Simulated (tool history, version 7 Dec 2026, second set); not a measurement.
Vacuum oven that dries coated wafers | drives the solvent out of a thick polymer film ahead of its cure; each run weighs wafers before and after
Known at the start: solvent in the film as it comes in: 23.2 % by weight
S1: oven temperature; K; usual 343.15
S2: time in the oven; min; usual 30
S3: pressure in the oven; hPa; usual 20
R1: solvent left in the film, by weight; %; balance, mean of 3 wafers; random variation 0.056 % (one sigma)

run 1 hour=0 | S1=343.15 S2=30 S3=20 | R1=3.14
run 2 hour=44.5 | S1=343.15 S2=30 S3=20 | R1=3.1
run 3 hour=91.1 | S1=343.15 S2=30 S3=20 | R1=3.07
run 4 hour=159.7 | S1=343.15 S2=30 S3=31 | R1=3.93
run 5 hour=221.2 | S1=343.15 S2=30 S3=31 | R1=3.99
run 6 hour=298 | S1=343.15 S2=30 S3=20 | R1=3.13
run 7 hour=358.6 | S1=343.15 S2=30 S3=20 | R1=3.1
run 8 hour=394 | S1=343.15 S2=30 S3=20 | R1=3.09
run 9 hour=425.4 | S1=343.15 S2=22 S3=20 | R1=4.13
run 10 hour=463.2 | S1=331.15 S2=30 S3=20 | R1=8.85
run 11 hour=519 | S1=331.15 S2=30 S3=20 | R1=8.64
run 12 hour=554.9 | S1=331.15 S2=30 S3=20 | R1=8.9
run 13 hour=625.5 | S1=331.15 S2=30 S3=20 | R1=8.84
run 14 hour=699.2 | S1=343.15 S2=30 S3=20 | R1=3.14
-- hour=706.8 oven's thermocouples calibrated
run 15 hour=760.9 | S1=343.15 S2=19 S3=20 | R1=4.64
run 16 hour=809.9 | S1=343.15 S2=19 S3=20 | R1=4.62
run 17 hour=865.7 | S1=343.15 S2=19 S3=20 | R1=4.53
run 18 hour=921.9 | S1=343.15 S2=19 S3=20 | R1=4.78
run 19 hour=982.6 | S1=343.15 S2=19 S3=20 | R1=4.52

Run 20 comes next. What will it give?
run 20 hour=1045.6 | S1=337.15 S2=33 S3=44.5 | R1=?

{"run 20": {"R1": 7.23}}
Without the tool's hidden state the same run would have given R1 6.56 %.
